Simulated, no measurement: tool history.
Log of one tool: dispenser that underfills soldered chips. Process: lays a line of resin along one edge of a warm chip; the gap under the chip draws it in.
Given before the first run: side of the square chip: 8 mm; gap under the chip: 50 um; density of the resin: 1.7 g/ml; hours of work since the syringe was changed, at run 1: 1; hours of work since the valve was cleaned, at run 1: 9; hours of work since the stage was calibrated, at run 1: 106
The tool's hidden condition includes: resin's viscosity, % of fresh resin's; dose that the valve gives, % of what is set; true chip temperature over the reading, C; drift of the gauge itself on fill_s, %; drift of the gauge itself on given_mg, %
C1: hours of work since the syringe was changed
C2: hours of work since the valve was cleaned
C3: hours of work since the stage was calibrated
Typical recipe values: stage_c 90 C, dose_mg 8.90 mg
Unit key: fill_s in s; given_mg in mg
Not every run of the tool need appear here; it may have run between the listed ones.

run 1 hour=0.0 | stage_c=90 dose_mg=8.90 | C1=1 C2=9 C3=106 | fill_s=79.2 given_mg=8.91
run 2 hour=5.3 | stage_c=90 dose_mg=8.90 | C1=5 C2=12 C3=110 | fill_s=92.1 given_mg=8.90
-- hour=7.3 new syringe of resin
run 3 hour=7.9 | stage_c=90 dose_mg=11.42 | C1=0 C2=14 C3=111 | fill_s=74.7 given_mg=11.40
run 4 hour=11.1 | stage_c=90 dose_mg=11.42 | C1=3 C2=16 C3=114 | fill_s=82.1 given_mg=11.40
run 5 hour=14.3 | stage_c=88 dose_mg=11.42 | C1=5 C2=18 C3=116 | fill_s=94.6 given_mg=11.38
-- hour=16.6 new syringe of resin
run 6 hour=18.1 | stage_c=87 dose_mg=8.90 | C1=1 C2=21 C3=118 | fill_s=89.0 given_mg=8.85
run 7 hour=21.9 | stage_c=87 dose_mg=8.90 | C1=4 C2=23 C3=121 | fill_s=96.2 given_mg=8.88
-- hour=26.1 new syringe of resin
run 8 hour=26.6 | stage_c=90 dose_mg=11.36 | C1=0 C2=26 C3=124 | fill_s=77.0 given_mg=11.28
run 9 hour=29.2 | stage_c=90 dose_mg=11.36 | C1=2 C2=28 C3=125 | fill_s=84.3 given_mg=11.31
run 10 hour=34.5 | stage_c=90 dose_mg=8.46 | C1=6 C2=31 C3=129 | fill_s=97.9 given_mg=8.41
-- hour=35.4 new syringe of resin
run 11 hour=38.8 | stage_c=90 dose_mg=8.46 | C1=2 C2=34 C3=131 | fill_s=83.0 given_mg=8.38
run 12 hour=44.0 | stage_c=90 dose_mg=8.46 | C1=6 C2=37 C3=135 | fill_s=96.8 given_mg=8.38
-- hour=44.9 new syringe of resin
run 13 hour=49.5 | stage_c=90 dose_mg=8.46 | C1=3 C2=41 C3=138 | fill_s=86.6 given_mg=8.42
run 14 hour=52.6 | stage_c=90 dose_mg=8.90 | C1=5 C2=43 C3=140 | fill_s=93.0 given_mg=8.78
-- hour=54.4 new syringe of resin
run 15 hour=56.0 | stage_c=90 dose_mg=8.90 | C1=1 C2=45 C3=142 | fill_s=78.5 given_mg=8.79
run 16 hour=59.0 | stage_c=90 dose_mg=8.90 | C1=3 C2=47 C3=145 | fill_s=85.3 given_mg=8.73
run 17 hour=62.2 | stage_c=90 dose_mg=8.90 | C1=5 C2=49 C3=147 | fill_s=93.5 given_mg=8.71
-- hour=63.8 new syringe of resin
run 18 hour=65.8 | stage_c=90 dose_mg=8.90 | C1=1 C2=51 C3=149 | fill_s=82.4 given_mg=8.74
run 19 hour=70.2 | stage_c=78 dose_mg=7.61 | C1=4 C2=54 C3=152 | fill_s=143.8 given_mg=7.48
-- hour=73.3 new syringe of resin
-- hour=74.7 dispensing valve cleaned and set on the balance
run 20 hour=76.6 | stage_c=78 dose_mg=7.61 | C1=2 C2=1 C3=155 | fill_s=122.3 given_mg=7.58
run 21 hour=81.4 | stage_c=78 dose_mg=7.61 | C1=5 C2=5 C3=158 | fill_s=141.4 given_mg=7.60
-- hour=83.7 new syringe of resin
run 22 hour=86.5 | stage_c=87 dose_mg=10.76 | C1=2 C2=8 C3=162 | fill_s=87.8 given_mg=10.80
run 23 hour=91.6 | stage_c=87 dose_mg=10.76 | C1=5 C2=11 C3=165 | fill_s=100.6 given_mg=10.77
-- hour=93.1 new syringe of resin
run 24 hour=95.0 | stage_c=98 dose_mg=9.70 | C1=1 C2=13 C3=167 | fill_s=59.9 given_mg=9.66
run 25 hour=99.3 | stage_c=98 dose_mg=9.70 | C1=4 C2=16 C3=170 | fill_s=66.7 given_mg=9.66
-- hour=102.4 new syringe of resin
run 26 hour=105.2 | stage_c=91 dose_mg=9.70 | C1=2 C2=20 C3=174 | fill_s=77.2 given_mg=9.67
run 27 hour=108.6 | stage_c=90 dose_mg=7.70 | C1=4 C2=22 C3=176 | fill_s=89.9 given_mg=7.66
-- hour=111.8 new syringe of resin
run 28 hour=112.3 | stage_c=104 dose_mg=8.90 | C1=0 C2=24 C3=178 | fill_s=49.2 given_mg=8.82
run 29 hour=117.3 | stage_c=104 dose_mg=8.90 | C1=4 C2=28 C3=181 | fill_s=55.8 given_mg=8.82

The next listed run, before its measurement:
-- hour=121.2 new syringe of resin
run 30 hour=122.0 | stage_c=95 dose_mg=11.55 | C1=1 C2=31 C3=184 | fill_s=? given_mg=?

fill_s: 62.6 s
given_mg: 11.45 mg
The same run, on a tool lacking any hidden state, would have yielded fill_s 60.9 s, given_mg 11.54 mg.
